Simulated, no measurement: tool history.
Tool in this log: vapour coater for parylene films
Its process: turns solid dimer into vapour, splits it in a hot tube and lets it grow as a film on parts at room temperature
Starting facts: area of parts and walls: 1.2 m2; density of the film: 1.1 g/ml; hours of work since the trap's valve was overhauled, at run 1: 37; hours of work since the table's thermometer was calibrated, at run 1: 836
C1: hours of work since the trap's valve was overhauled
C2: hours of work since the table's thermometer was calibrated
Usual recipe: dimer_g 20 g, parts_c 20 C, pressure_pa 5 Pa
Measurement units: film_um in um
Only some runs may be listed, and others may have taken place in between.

Run 1, day 0: usual settings; C1 37; C2 836. Result: film_um 8.01 um.
Run 2, day 0.833: usual settings; C1 52; C2 852. Result: film_um 8.11 um.
Run 3, day 1.417: usual settings; C1 63; C2 862. Result: film_um 8.04 um.
Run 4, day 2.617: usual settings; C1 85; C2 885. Result: film_um 7.97 um.
Run 5, day 3.729: usual settings but pressure_pa 11.82 Pa; C1 106; C2 905. Result: film_um 6.88 um.
Run 6, day 4.579: usual settings but pressure_pa 11.82 Pa; C1 122; C2 921. Result: film_um 6.84 um.
Run 7, day 5.242: usual settings; C1 134; C2 933. Result: film_um 8.02 um.
Run 8, day 5.883: usual settings; C1 146; C2 945. Result: film_um 7.91 um.
Run 9, day 6.962: usual settings but parts_c 14 C; C1 166; C2 965. Result: film_um 10.11 um.
Run 10, day 7.762: usual settings but parts_c 14 C; C1 181; C2 980. Result: film_um 9.82 um.
Run 11, day 8.421: usual settings but parts_c 14 C; C1 193; C2 992. Result: film_um 9.93 um.
Run 12, day 9.425: usual settings but parts_c 14 C; C1 211; C2 1011. Result: film_um 9.88 um.
Run 13, day 10.054: usual settings; C1 223; C2 1023. Result: film_um 7.94 um.
Run 14, day 10.596: usual settings; C1 233; C2 1033. Result: film_um 7.98 um.
Run 15, day 11.721: usual settings but pressure_pa 4.44 Pa; C1 254; C2 1053. Result: film_um 8 um.
Run 16, day 12.771: usual settings but pressure_pa 4.44 Pa; C1 273; C2 1073. Result: film_um 7.91 um.
Run 17, day 13.333: usual settings but pressure_pa 10.58 Pa; C1 284; C2 1083. Result: film_um 6.95 um.
Run 18, day 14.008: usual settings but pressure_pa 10.58 Pa; C1 296; C2 1096. Result: film_um 6.9 um.
Run 19, day 14.738: usual settings but pressure_pa 10.58 Pa; C1 310; C2 1109. Result: film_um 6.87 um.
Run 20, day 15.521: usual settings but parts_c 22 C, pressure_pa 10.58 Pa; C1 324; C2 1124. Result: film_um 6.32 um.
Run 21, day 16.717: usual settings but pressure_pa 3.3 Pa; C1 347; C2 1146. Result: film_um 8.29 um.
Run 22, day 17.575: usual settings but parts_c 16 C; C1 363; C2 1162. Result: film_um 9.04 um.
Run 23, day 18.508: usual settings but parts_c 16 C; C1 380; C2 1179. Result: film_um 8.97 um.
Run 24, day 19.408: usual settings but parts_c 16 C; C1 397; C2 1196. Result: film_um 8.99 um.
Run 25, day 20.05: usual settings but parts_c 16 C; C1 408; C2 1208. Result: film_um 8.91 um.
Run 26, day 20.692: usual settings but parts_c 27 C, pressure_pa 5.85 Pa; C1 420; C2 1220. Result: film_um 5.78 um.
Run 27, day 21.588: usual settings but parts_c 29 C, pressure_pa 2.83 Pa; C1 437; C2 1236. Result: film_um 6.08 um.
Run 28, day 22.533: usual settings but dimer_g 12 g, parts_c 28 C, pressure_pa 4.31 Pa; C1 454; C2 1254. Result: film_um 3.46 um.
Run 29, day 23.6: usual settings but dimer_g 13 g, parts_c 27 C, pressure_pa 4.31 Pa; C1 474; C2 1274. Result: film_um 3.9 um.
Run 30, day 24.825: usual settings but dimer_g 15 g, parts_c 27 C, pressure_pa 11.92 Pa; C1 497; C2 1296. Result: film_um 3.73 um.
Run 31, day 25.671: usual settings but parts_c 24 C, pressure_pa 8.23 Pa; C1 513; C2 1312. Result: film_um 6.13 um.
At day 26.283: trap's valve overhauled.
Run 32, day 26.375: usual settings but dimer_g 27 g, parts_c 13 C, pressure_pa 6.84 Pa; C1 2; C2 1322. Result: film_um 13.42 um.
Run 33, day 27.3: usual settings but dimer_g 27 g, parts_c 13 C, pressure_pa 6.84 Pa; C1 19; C2 1339. Result: film_um 13.65 um.
Run 34, day 28.038: usual settings but dimer_g 9 g, parts_c 25 C, pressure_pa 11.57 Pa; C1 33; C2 1353. Result: film_um 2.59 um.
Run 35, day 29.271: usual settings but dimer_g 9 g, parts_c 25 C, pressure_pa 11.57 Pa; C1 55; C2 1376. Result: film_um 2.63 um.
Run 36, day 30.117: usual settings but dimer_g 8 g, parts_c 13 C, pressure_pa 2.01 Pa; C1 71; C2 1391. Result: film_um 4.88 um.
Run 37, day 30.7: usual settings but dimer_g 18 g, pressure_pa 2.1 Pa; C1 82; C2 1402. Result: film_um 8.28 um.
Run 38, day 31.658: usual settings but dimer_g 29 g, pressure_pa 4.84 Pa; C1 100; C2 1420. Result: film_um 11.51 um.
Run 39, day 32.217: usual settings but parts_c 29 C, pressure_pa 2.21 Pa; C1 110; C2 1430. Result: film_um 6.49 um.
Run 40, day 32.792: usual settings but parts_c 29 C, pressure_pa 2.21 Pa; C1 121; C2 1441. Result: film_um 6.49 um.
Run 41, day 34.029: usual settings but dimer_g 11 g, pressure_pa 4.47 Pa; C1 144; C2 1464. Result: film_um 4.49 um.
Run 42, day 35.083: usual settings but dimer_g 10 g, pressure_pa 5.53 Pa; C1 163; C2 1483. Result: film_um 3.92 um.
Run 43, day 36.288: usual settings but dimer_g 29 g, parts_c 29 C, pressure_pa 6.91 Pa; C1 186; C2 1506. Result: film_um 7.55 um.
Run 44, day 36.996: usual settings but dimer_g 9 g, parts_c 27 C; C1 199; C2 1519. Result: film_um 2.75 um.
Run 45, day 38.188: usual settings but dimer_g 9 g, parts_c 29 C; C1 221; C2 1541. Result: film_um 2.52 um.
Run 46, day 38.792: usual settings but parts_c 26 C, pressure_pa 2.01 Pa; C1 232; C2 1552. Result: film_um 7.23 um.
Run 47, day 39.962: usual settings but dimer_g 28 g, parts_c 27 C, pressure_pa 2.01 Pa; C1 254; C2 1574. Result: film_um 9.88 um.

4 options for the next run, each taken on its own from the tool as it stands now. Forecast them:
Run A, day 41.062: usual settings but parts_c 13 C; C1 274; C2 1594. Result: film_um ?.
Run B, day 41.062: usual settings but dimer_g 12 g, parts_c 27 C, pressure_pa 2.01 Pa; C1 274; C2 1594. Result: film_um ?.
Run C, day 41.062: usual settings but dimer_g 15 g, parts_c 27 C, pressure_pa 11.51 Pa; C1 274; C2 1594. Result: film_um ?.
Run D, day 41.062: usual settings but dimer_g 33 g, parts_c 16 C, pressure_pa 2.21 Pa; C1 274; C2 1594. Result: film_um ?.

run  film_um
  A    10.35
  B     4.26
  C     3.91
  D    17.29
Without the tool's hidden state the same runs would have given:
run  film_um
  A    10.89
  B     4.48
  C     4.11
  D     18.2
